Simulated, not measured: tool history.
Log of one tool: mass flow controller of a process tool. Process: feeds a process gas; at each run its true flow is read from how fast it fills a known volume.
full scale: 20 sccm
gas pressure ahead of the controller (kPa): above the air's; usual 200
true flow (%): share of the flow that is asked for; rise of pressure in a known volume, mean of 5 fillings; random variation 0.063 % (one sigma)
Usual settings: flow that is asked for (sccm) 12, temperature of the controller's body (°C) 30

run	day	flow that is asked for (sccm)	gas pressure ahead of the controller (kPa)	temperature of the controller's body (°C)	true flow (%)
1	0.000	12	200	30	99.39
2	17.462	12	200	30	99.53
3	32.892	12	200	31	99.62
4	48.838	12	200	30	99.49
5	56.300	12	200	30	99.39
6	71.029	12	207	30	99.52
7	86.254	2	207	30	100.47
8	96.162	2	207	30	100.43
9	104.012	2	207	30	100.48
10	120.971	19	200	30	100.07
11	134.525	4	200	30	99.68
12	143.038	4	200	30	99.65
13	152.629	4	200	30	99.60
14	160.712	4	200	30	99.54
15	176.958	12	279	30	99.15
16	185.017	19	200	30	99.97
17	192.625	19	200	30	99.95
18	204.429	19	200	30	99.85
19	217.192	12	200	30	99.40
20	234.542	12	200	30	99.36
21	248.850	12	200	30	99.38
22	258.092	12	200	35	99.78
23	270.358	16	257	30	99.35
24	281.112	16	257	30	99.31
25	295.067	16	257	30	99.47
26	305.400	2	257	30	101.79
27	320.479	5	163	31	100.16
28	330.433	5	163	31	100.02
29	346.896	8	215	22	98.68
30	358.708	8	215	22	98.61
31	373.608	8	215	22	98.56
32	390.196	8	215	22	98.62
33	399.521	8	215	22	98.68
34	410.446	17	176	22	99.14
35	421.133	17	200	30	99.49
36	434.783	17	200	30	99.45
37	452.133	17	156	39	100.38
38	459.500	5	167	37	100.65
39	470.262	7	178	30	99.52
40	478.842	12	241	23	98.52
41	493.529	12	241	23	98.51
42	507.808	9	225	34	99.43
43	519.504	9	225	34	99.56
44	533.775	9	225	34	99.54

3 ways to go on from here, each from the tool as it stands after run 44. What would each give?
# day 538.138: controller exchanged for a calibrated one
A	542.829	15	200	30	?
# day 538.138: controller exchanged for a calibrated one
B	542.829	12	200	22	?
# day 538.138: controller exchanged for a calibrated one
C	542.829	4	225	23	?

run	true flow (%)
A	99.75
B	99.00
C	98.35
Without the tool's hidden state the same runs would have given:
run	true flow (%)
A	99.74
B	98.97
C	98.18
